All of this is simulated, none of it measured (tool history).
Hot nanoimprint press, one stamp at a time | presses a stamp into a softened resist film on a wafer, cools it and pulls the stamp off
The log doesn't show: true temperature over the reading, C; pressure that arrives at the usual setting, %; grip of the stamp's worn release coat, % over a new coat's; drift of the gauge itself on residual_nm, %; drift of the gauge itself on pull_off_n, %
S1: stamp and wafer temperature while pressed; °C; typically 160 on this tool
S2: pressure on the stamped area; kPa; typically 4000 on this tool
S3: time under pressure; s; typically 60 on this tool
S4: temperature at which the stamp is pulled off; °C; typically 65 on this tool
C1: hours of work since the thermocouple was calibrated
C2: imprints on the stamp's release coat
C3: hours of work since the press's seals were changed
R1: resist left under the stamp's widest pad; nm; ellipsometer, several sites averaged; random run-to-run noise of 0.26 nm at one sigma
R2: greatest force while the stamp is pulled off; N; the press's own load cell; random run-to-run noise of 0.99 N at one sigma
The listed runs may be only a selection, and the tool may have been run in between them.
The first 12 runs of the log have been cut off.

run   hour   S1    S2   S3  S4   C1   C2   C3     R1     R2
 13  251.8  160  4000   60  52  212  103  247   94.5  119.8
 14  272.7  160  4000   60  52  227  160  261   94.6  118.4
 15  288.2  160  4000   60  52  237  203  272   94.2  119.6
 16  306.6  160  4000   60  69  250  253  284   95.3   99.2
 17  330.2  160  4000   60  69  266  318  300   94.9   98.2
 18  347.5  155  5460   60  61  278  366  312  105.9  108.6
 19  371.2  155  5460   60  61  294  431  328  106.7  108.6
     377.1  -- gauge calibrated
 20  398.4  155  5460   60  61  312  505  347  103.6  108.1
 21  414.4  155  5460   60  61  323  549  357  104.2  109.2
 22  440.8  155  3220   31  61  341  622  375  160.7  109.3
     465.4  -- stamp cleaned and given a new release coat
 23  465.4  155  3220   31  61  354    0  388  161.2  110.6
 24  491.6  152  6200  105  65  372   72  406   91.3  105.4
 25  510.9  152  6200  105  65  385  125  419     92  104.4
     532.4  -- plate thermocouple calibrated
 26  535.3  152  4380  105  65    2  184  434  107.3  104.1
 27    550  165  3010   60  71   12  224  444   84.6   96.2
 28  567.7  165  3010   60  71   24  273  456   84.4   96.8
 29  594.7  165  3010   60  71   42  347  474   84.4   96.4
 30  614.5  165  3010   60  71   56  401  488   84.6   97.7

Branching from run 30: 3 alternative next runs. What would each branch give?
  A  635.3  165  6250  60  66  70  458  502   ?   ?
  B  635.3  160  3940  60  65  70  458  502   ?   ?
  C  635.3  160  4000  60  51  70  458  502   ?   ?

run    R1     R2
  A    60    102
  B  95.3    104
  C  94.2  121.1
What these runs would have given with no unlogged condition in the tool:
run    R1     R2
  A  59.1  101.6
  B  93.9  103.6
  C  92.7  120.6
